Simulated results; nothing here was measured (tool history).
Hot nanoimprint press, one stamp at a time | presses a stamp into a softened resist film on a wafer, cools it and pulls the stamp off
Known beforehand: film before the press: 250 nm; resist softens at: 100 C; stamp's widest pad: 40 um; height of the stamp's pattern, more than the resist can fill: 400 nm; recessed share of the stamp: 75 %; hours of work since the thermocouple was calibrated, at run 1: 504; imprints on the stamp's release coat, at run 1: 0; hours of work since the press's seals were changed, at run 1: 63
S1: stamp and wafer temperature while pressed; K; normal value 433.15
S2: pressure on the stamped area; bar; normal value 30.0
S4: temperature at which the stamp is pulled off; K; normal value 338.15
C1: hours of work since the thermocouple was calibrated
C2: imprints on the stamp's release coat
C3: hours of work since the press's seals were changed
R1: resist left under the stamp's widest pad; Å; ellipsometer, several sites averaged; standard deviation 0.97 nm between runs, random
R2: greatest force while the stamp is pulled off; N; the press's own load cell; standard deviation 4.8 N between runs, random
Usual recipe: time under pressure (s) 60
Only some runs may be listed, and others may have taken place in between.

Run 1, hour 0.0: usual settings; C1 504; C2 0; C3 63. Result: R1 1264 Å, R2 215 N.
Run 2, hour 34.1: usual settings; C1 518; C2 113; C3 77. Result: R1 1244 Å, R2 225 N.
Run 3, hour 52.4: usual settings; C1 526; C2 174; C3 85. Result: R1 1284 Å, R2 222 N.
Run 4, hour 84.8: usual settings; C1 540; C2 282; C3 99. Result: R1 1264 Å, R2 229 N.
Run 5, hour 119.4: usual settings; C1 554; C2 397; C3 113. Result: R1 1262 Å, R2 233 N.
Run 6, hour 142.0: usual settings; C1 564; C2 472; C3 123. Result: R1 1263 Å, R2 238 N.
Run 7, hour 163.4: usual settings but S1 426.15 K; C1 573; C2 543; C3 132. Result: R1 1609 Å, R2 253 N.
At hour 175.7: plate thermocouple calibrated.
Run 8, hour 183.7: usual settings but S1 426.15 K; C1 3; C2 600; C3 139. Result: R1 1785 Å, R2 266 N.
Run 9, hour 215.3: usual settings but S1 426.15 K; C1 17; C2 705; C3 152. Result: R1 1760 Å, R2 274 N.
Run 10, hour 232.2: usual settings but S1 426.15 K; C1 24; C2 762; C3 160. Result: R1 1774 Å, R2 275 N.
Run 11, hour 267.1: usual settings; C1 38; C2 877; C3 174. Result: R1 1378 Å, R2 277 N.
Run 12, hour 302.2: usual settings; C1 53; C2 994; C3 189. Result: R1 1370 Å, R2 281 N.
Run 13, hour 318.3: usual settings but S4 337.15 K; C1 60; C2 1048; C3 196. Result: R1 1376 Å, R2 300 N.
Run 14, hour 343.7: usual settings; C1 71; C2 1132; C3 206. Result: R1 1380 Å, R2 295 N.
Run 15, hour 375.4: usual settings; C1 84; C2 1238; C3 220. Result: R1 1364 Å, R2 302 N.
Run 16, hour 394.5: usual settings but S2 31.9 bar, time under pressure (s) 87; C1 92; C2 1301; C3 228. Result: R1 1204 Å, R2 314 N.
Run 17, hour 417.1: usual settings but S1 440.15 K, S2 29.5 bar, S4 335.15 K; C1 102; C2 1376; C3 237. Result: R1 1038 Å, R2 331 N.
Run 18, hour 433.8: usual settings but S1 440.15 K, S2 29.5 bar, S4 335.15 K; C1 109; C2 1432; C3 244. Result: R1 1058 Å, R2 346 N.
Run 19, hour 461.1: usual settings but S1 440.15 K, S2 29.5 bar, S4 335.15 K; C1 120; C2 1522; C3 256. Result: R1 1050 Å, R2 341 N.
Run 20, hour 498.2: usual settings but time under pressure (s) 52; C1 136; C2 1646; C3 271. Result: R1 1435 Å, R2 330 N.
Run 21, hour 522.8: usual settings but time under pressure (s) 52; C1 146; C2 1727; C3 282. Result: R1 1418 Å, R2 321 N.
Run 22, hour 551.5: usual settings but S1 438.15 K, S2 29.7 bar, time under pressure (s) 84, S4 327.15 K; C1 158; C2 1823; C3 294. Result: R1 1018 Å, R2 440 N.
Run 23, hour 589.3: usual settings but S1 439.15 K, S2 25.6 bar, time under pressure (s) 35, S4 332.15 K; C1 174; C2 1948; C3 310. Result: R1 1381 Å, R2 404 N.
Run 24, hour 618.5: usual settings but S1 439.15 K, S2 25.6 bar, time under pressure (s) 101, S4 343.15 K; C1 186; C2 2046; C3 322. Result: R1 989 Å, R2 298 N.
At hour 638.3: stamp cleaned and given a new release coat.
Run 25, hour 660.0: usual settings but S1 439.15 K, S2 25.6 bar, time under pressure (s) 56, S4 343.15 K; C1 201; C2 73; C3 337. Result: R1 1208 Å, R2 198 N.
Run 26, hour 684.4: usual settings but S1 439.15 K, S2 25.6 bar, time under pressure (s) 56, S4 343.15 K; C1 211; C2 154; C3 347. Result: R1 1195 Å, R2 211 N.
Run 27, hour 720.9: usual settings but S4 331.15 K; C1 227; C2 275; C3 362. Result: R1 1344 Å, R2 285 N.
Run 28, hour 740.0: usual settings but S1 431.15 K, S2 41.9 bar, time under pressure (s) 67, S4 345.15 K; C1 235; C2 338; C3 370. Result: R1 1159 Å, R2 190 N.
Run 29, hour 760.7: usual settings but S2 39.9 bar, time under pressure (s) 71; C1 243; C2 407; C3 379. Result: R1 1080 Å, R2 244 N.
Run 30, hour 790.1: usual settings but S2 39.9 bar, time under pressure (s) 71; C1 256; C2 505; C3 392. Result: R1 1070 Å, R2 256 N.

Branching from run 30: 4 alternative next runs. What would each branch give?
Run A, hour 824.5: usual settings but S2 39.9 bar, time under pressure (s) 63; C1 270; C2 619; C3 406. Result: R1 ?, R2 ?.
Run B, hour 824.5: usual settings but S1 440.15 K, S2 39.9 bar, time under pressure (s) 97; C1 270; C2 619; C3 406. Result: R1 ?, R2 ?.
Run C, hour 824.5: usual settings but S2 27.7 bar; C1 270; C2 619; C3 406. Result: R1 ?, R2 ?.
Run D, hour 824.5: usual settings but S1 442.15 K, S2 43.3 bar, time under pressure (s) 90; C1 270; C2 619; C3 406. Result: R1 ?, R2 ?.

run    R1   R2
  A  1120  252
  B   733  264
  C  1406  267
  D   656  258
With the hidden condition removed and each run's random variation left untouched, the same runs would have given:
run    R1   R2
  A  1165  227
  B   761  238
  C  1459  241
  D   680  233
